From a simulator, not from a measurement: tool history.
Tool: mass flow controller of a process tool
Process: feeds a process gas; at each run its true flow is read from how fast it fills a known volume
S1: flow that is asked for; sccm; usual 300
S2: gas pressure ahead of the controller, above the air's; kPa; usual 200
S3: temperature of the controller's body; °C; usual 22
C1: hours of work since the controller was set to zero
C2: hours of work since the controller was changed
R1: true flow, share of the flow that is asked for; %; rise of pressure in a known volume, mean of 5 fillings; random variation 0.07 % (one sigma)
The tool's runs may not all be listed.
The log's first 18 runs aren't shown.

Run 19, hour 5922.8: usual settings but S1 254 sccm, S2 186 kPa, S3 21 °C; C1 1329; C2 11593. Result: R1 100.20 %.
Run 20, hour 6336.8: usual settings but S1 53 sccm, S2 159 kPa, S3 35 °C; C1 1613; C2 11877. Result: R1 102.02 %.
Run 21, hour 6557.3: usual settings but S1 116 sccm, S2 153 kPa, S3 35 °C; C1 1764; C2 12028. Result: R1 100.92 %.
Run 22, hour 6777.2: usual settings but S1 116 sccm, S2 153 kPa, S3 35 °C; C1 1915; C2 12179. Result: R1 100.90 %.
Run 23, hour 7172.7: usual settings but S2 272 kPa; C1 2186; C2 12450. Result: R1 101.12 %.
Run 24, hour 7371.0: usual settings but S2 272 kPa; C1 2322; C2 12586. Result: R1 101.26 %.
Run 25, hour 7579.2: usual settings but S2 272 kPa; C1 2465; C2 12728. Result: R1 101.28 %.
Run 26, hour 8013.3: usual settings but S2 272 kPa; C1 2762; C2 13026. Result: R1 101.41 %.
Run 27, hour 8439.6: usual settings but S1 356 sccm, S2 144 kPa; C1 3055; C2 13318. Result: R1 100.54 %.
Run 28, hour 8873.5: usual settings but S1 356 sccm, S2 144 kPa; C1 3352; C2 13616. Result: R1 100.51 %.
Run 29, hour 9173.3: usual settings but S1 227 sccm, S2 241 kPa, S3 26 °C; C1 3557; C2 13821. Result: R1 101.58 %.
Run 30, hour 9606.8: usual settings but S1 172 sccm, S2 241 kPa, S3 26 °C; C1 3855; C2 14118. Result: R1 102.13 %.

Forecast each of these 3 alternatives for the next run:
Run A, hour 9942.0: usual settings but S1 172 sccm, S2 270 kPa, S3 26 °C; C1 4084; C2 14348. Result: R1 ?.
Run B, hour 9942.0: usual settings but S1 172 sccm, S2 241 kPa, S3 27 °C; C1 4084; C2 14348. Result: R1 ?.
Run C, hour 9942.0: usual settings but S1 108 sccm, S2 254 kPa, S3 30 °C; C1 4084; C2 14348. Result: R1 ?.

run      R1
  A  102.28
  B  102.23
  C  103.35
Without the tool's hidden state the same runs would have given:
run     R1
  A  99.53
  B  99.48
  C  99.50
